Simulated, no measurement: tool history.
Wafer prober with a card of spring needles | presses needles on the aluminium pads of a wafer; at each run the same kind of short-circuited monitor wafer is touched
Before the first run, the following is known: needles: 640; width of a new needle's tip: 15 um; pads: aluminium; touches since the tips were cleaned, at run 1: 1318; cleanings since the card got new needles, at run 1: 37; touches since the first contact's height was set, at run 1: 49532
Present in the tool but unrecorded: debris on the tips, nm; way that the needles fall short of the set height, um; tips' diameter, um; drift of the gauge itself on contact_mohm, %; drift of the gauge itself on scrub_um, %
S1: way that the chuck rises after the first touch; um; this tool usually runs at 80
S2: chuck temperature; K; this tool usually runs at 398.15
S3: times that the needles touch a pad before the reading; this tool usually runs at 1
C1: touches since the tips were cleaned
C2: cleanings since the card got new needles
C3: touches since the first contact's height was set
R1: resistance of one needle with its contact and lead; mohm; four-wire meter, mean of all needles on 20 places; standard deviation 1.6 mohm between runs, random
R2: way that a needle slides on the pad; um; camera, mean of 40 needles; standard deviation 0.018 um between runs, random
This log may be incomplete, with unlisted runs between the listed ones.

run     day  S1      S2  S3    C1  C2     C3   R1     R2
  1       0  80  398.15   1  1318  37  49532  173  12.97
      0.446  -- tips cleaned on abrasive film
      0.975  -- tips cleaned on abrasive film
      1.112  -- height of the first contact set anew
      1.588  -- tips cleaned on abrasive film
  2   1.788  80  398.15   1  2925  40   9747  185  12.88
      2.192  -- tips cleaned on abrasive film
      2.812  -- tips cleaned on abrasive film
  3   3.262  80  398.15   2  6506  42  31018  179  12.89
      3.379  -- tips cleaned on abrasive film
      3.929  -- tips cleaned on abrasive film
      4.529  -- tips cleaned on abrasive film
  4   4.783  80  398.15   2  3688  45  52954  178  12.84
      5.129  -- tips cleaned on abrasive film
      5.442  -- height of the first contact set anew, once more
      5.654  -- tips cleaned on abrasive film
  5   6.158  80  398.15   1  7335  47  10409  198  13.06
      6.292  -- tips cleaned on abrasive film
      6.812  -- tips cleaned on abrasive film
  6   7.088  80  398.15   1  3957  49  23744  188  13.03
      7.342  -- tips cleaned on abrasive film
      7.983  -- tips cleaned on abrasive film
  7   8.083  80  398.15   1  1465  51  38108  173  13.02
      8.504  -- tips cleaned on abrasive film
      9.088  -- tips cleaned on abrasive film
  8   9.492  80  398.15   3  5907  53  58472  169  12.97
      9.617  -- tips cleaned on abrasive film
      9.996  -- height of the first contact set anew
       10.2  -- tips cleaned on abrasive film
  9  10.271  93  398.15   3  1046  55   3965  164  15.19
       10.8  -- tips cleaned on abrasive film
 10  11.079  62  323.15   3  4076  56  15669  168  10.08
     11.342  -- tips cleaned on abrasive film
     11.875  -- tips cleaned on abrasive film
 11      12  62  323.15   1  1801  58  28888  180  10.07
     12.462  -- tips cleaned on abrasive film
 12   12.95  81  398.15   1  7081  59  42656  199  13.21
     13.083  -- tips cleaned on abrasive film
     13.658  -- tips cleaned on abrasive film
     14.217  -- tips cleaned on abrasive film
 13   14.45  75  380.15   1  3360  62  64243  188  12.13
     14.571  -- height of the first contact set anew
     14.788  -- tips cleaned on abrasive film
     15.371  -- tips cleaned on abrasive film
 14  15.504  74  307.15   2  1931  64  13427  157  12.06

The next listed run, before its measurement:
     15.929  -- tips cleaned on abrasive film
       16.5  -- tips cleaned on abrasive film
 15  16.954  69  398.15   1  6603  66  34371   ?   ?

Run 15 gave R1 208 mohm, R2 11.22 um.
The same run, on a tool lacking any hidden state, would have yielded R1 157 mohm, R2 11.28 um.
